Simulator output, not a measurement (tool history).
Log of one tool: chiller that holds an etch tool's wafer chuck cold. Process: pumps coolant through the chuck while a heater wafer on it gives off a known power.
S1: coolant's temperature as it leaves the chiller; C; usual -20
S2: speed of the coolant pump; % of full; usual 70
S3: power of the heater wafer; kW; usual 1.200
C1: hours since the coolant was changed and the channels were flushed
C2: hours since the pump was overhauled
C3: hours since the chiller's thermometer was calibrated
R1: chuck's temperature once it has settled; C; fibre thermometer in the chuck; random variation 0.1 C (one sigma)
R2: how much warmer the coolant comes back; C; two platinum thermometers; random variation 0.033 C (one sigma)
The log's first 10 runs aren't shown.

| run | hour | S1 | S2 | S3 | C1 | C2 | C3 | R1 | R2 |
|---|---|---|---|---|---|---|---|---|---|
| 11 | 338.0 | -20 | 70 | 1.200 | 4936 | 1535 | 2070 | -5.9 | 4.57 |
| 12 | 374.6 | -20 | 61 | 1.200 | 4972 | 1572 | 2106 | -3.8 | 5.38 |
| 13 | 418.3 | -20 | 61 | 1.200 | 5016 | 1616 | 2150 | -3.9 | 5.40 |
| 14 | 458.5 | -20 | 61 | 1.200 | 5056 | 1656 | 2190 | -3.8 | 5.43 |
| 15 | 491.5 | -20 | 61 | 1.200 | 5089 | 1689 | 2223 | -3.9 | 5.35 |
| 16 | 527.3 | -20 | 99 | 1.200 | 5125 | 1725 | 2259 | -10.1 | 3.09 |
| 17 | 545.1 | -12 | 99 | 0.657 | 5143 | 1742 | 2277 | -6.6 | 1.73 |
| 18 | 584.7 | -12 | 99 | 0.657 | 5182 | 1782 | 2316 | -6.5 | 1.74 |
| 19 | 609.9 | -20 | 70 | 1.090 | 5208 | 1807 | 2342 | -7.0 | 4.14 |
| 20 | 629.0 | -10 | 60 | 1.403 | 5227 | 1826 | 2361 | 9.5 | 6.45 |
| 21 | 650.2 | -20 | 65 | 1.127 | 5248 | 1848 | 2382 | -5.5 | 4.70 |
| 22 | 677.5 | -18 | 65 | 1.127 | 5275 | 1875 | 2409 | -3.6 | 4.70 |
| 23 | 720.5 | -27 | 68 | 0.897 | 5318 | 1918 | 2452 | -16.1 | 3.58 |
| 24 | 756.3 | -27 | 68 | 0.897 | 5354 | 1954 | 2488 | -16.0 | 3.58 |
| 25 | 793.1 | -27 | 68 | 0.897 | 5391 | 1990 | 2525 | -16.0 | 3.55 |
| 26 | 832.0 | -21 | 90 | 0.897 | 5430 | 2029 | 2564 | -12.9 | 2.60 |
| 27 | 869.9 | -11 | 70 | 1.200 | 5468 | 2067 | 2602 | 3.1 | 4.69 |
| 28 | 913.5 | -20 | 98 | 1.200 | 5511 | 2111 | 2645 | -10.0 | 3.13 |
| 29 | 947.2 | -20 | 98 | 1.200 | 5545 | 2145 | 2679 | -9.8 | 3.14 |
| 30 | 979.4 | -16 | 73 | 1.200 | 5577 | 2177 | 2711 | -2.3 | 4.40 |
| 31 | 1014.2 | -16 | 73 | 1.200 | 5612 | 2212 | 2746 | -2.2 | 4.41 |
| 32 | 1039.4 | -16 | 73 | 1.200 | 5637 | 2237 | 2771 | -2.2 | 4.44 |

3 ways to go on from here, each from the tool as it stands after run 32. What would each give?
| A | 1081.6 | -16 | 65 | 1.200 | 5679 | 2279 | 2813 | ? | ? |
| B | 1081.6 | -16 | 90 | 1.198 | 5679 | 2279 | 2813 | ? | ? |
| C | 1081.6 | -16 | 73 | 0.781 | 5679 | 2279 | 2813 | ? | ? |

| run | R1 | R2 |
|---|---|---|
| A | -0.4 | 5.06 |
| B | -5.0 | 3.46 |
| C | -7.1 | 2.86 |
Without the tool's hidden state the same runs would have given:
| run | R1 | R2 |
|---|---|---|
| A | -2.2 | 4.83 |
| B | -6.4 | 3.30 |
| C | -8.2 | 2.73 |

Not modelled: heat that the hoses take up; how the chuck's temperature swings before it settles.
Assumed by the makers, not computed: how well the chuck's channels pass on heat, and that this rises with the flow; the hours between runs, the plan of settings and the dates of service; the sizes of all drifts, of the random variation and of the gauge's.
